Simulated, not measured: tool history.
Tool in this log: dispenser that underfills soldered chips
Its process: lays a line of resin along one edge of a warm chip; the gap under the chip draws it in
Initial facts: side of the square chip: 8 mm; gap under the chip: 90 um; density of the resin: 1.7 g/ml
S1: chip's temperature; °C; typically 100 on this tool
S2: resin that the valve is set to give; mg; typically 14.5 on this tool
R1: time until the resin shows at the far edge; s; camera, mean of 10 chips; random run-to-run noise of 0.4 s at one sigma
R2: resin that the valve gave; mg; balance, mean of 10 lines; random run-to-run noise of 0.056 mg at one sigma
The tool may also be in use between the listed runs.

run,hour,S1,S2,R1,R2
1,0,100,14.5,33.5,13.83
# hour 5.6: new syringe of resin
2,7.6,100,12.3,30.3,11.73
3,12.6,100,12.3,38.2,11.64
# hour 16.7: new syringe of resin
4,23.4,100,17.7,35.1,16.79
# hour 27.6: new syringe of resin
5,34.8,100,17.7,35.8,16.65
# hour 38.8: new syringe of resin
6,45.3,100,17.7,35,16.59
# hour 50.1: new syringe of resin
7,50.2,100,15.9,26,14.83
8,60.4,100,12.8,45.5,11.9
# hour 61.6: new syringe of resin
# hour 67.8: dispensing valve cleaned and set on the balance
9,72,106,14.5,32,14.43
# hour 73.4: new syringe of resin
10,79.4,106,14.5,26.3,14.41
# hour 84.4: new syringe of resin
11,89.6,100,14.1,33.4,14.02
# hour 95.3: new syringe of resin
12,95.3,100,14.1,24.6,14.02
13,102.8,100,14.1,36.2,13.89
# hour 106.5: new syringe of resin
14,111.9,100,13,33.3,12.84
# hour 117.7: new syringe of resin
15,121.2,100,13,31.2,12.64
# hour 128.9: new syringe of resin
16,131.4,100,13,29,12.66
# hour 139.8: new syringe of resin
17,139.8,100,14.5,24.9,14.03
18,144.6,90,18.6,48,17.99
# hour 150.9: new syringe of resin
19,151.1,104,15.6,21.5,15.05
20,161.1,104,15.6,34.9,14.88
# hour 162.2: new syringe of resin
21,166.1,115,16,16.8,15.43
# hour 173.4: new syringe of resin
22,177,112,12.4,19.3,11.82
23,182.6,112,12.4,26.1,11.75
# hour 184.5: new syringe of resin
24,188.9,112,12.4,20.6,11.8
# hour 195.3: new syringe of resin
25,199.5,95,18.6,38.4,17.66
# hour 206.4: new syringe of resin
26,206.6,110,15.4,17.4,14.46
27,216.6,110,15.4,28.1,14.45
# hour 217.7: new syringe of resin
28,224.6,98,17,37.1,15.87
# hour 228.8: new syringe of resin
29,230.4,113,17,15.8,15.78
# hour 239.6: new syringe of resin
30,241.3,100,16.8,26.7,15.58
# hour 244.2: dispensing valve cleaned and set on the balance
31,249.7,114,16.8,21.3,16.72
# hour 251.8: new syringe of resin
32,259.7,97,13,44,12.89
# hour 262.5: new syringe of resin
33,270,94,14.5,47.6,14.4
# hour 273.6: new syringe of resin
34,277.2,94,14.5,37.5,14.3

What if the next run were any one of these 3? Each begins from the tool's condition after run 34:
A,283.7,91,14.5,?,?
B,283.7,94,14.5,?,?
C,283.7,113,17.1,?,?

run,R1,R2
A,60.9,14.34
B,53.3,14.28
C,24.2,16.79
With no hidden state in the tool, these same runs would have given:
run,R1,R2
A,38.5,14.57
B,33.9,14.5
C,15.3,17.06
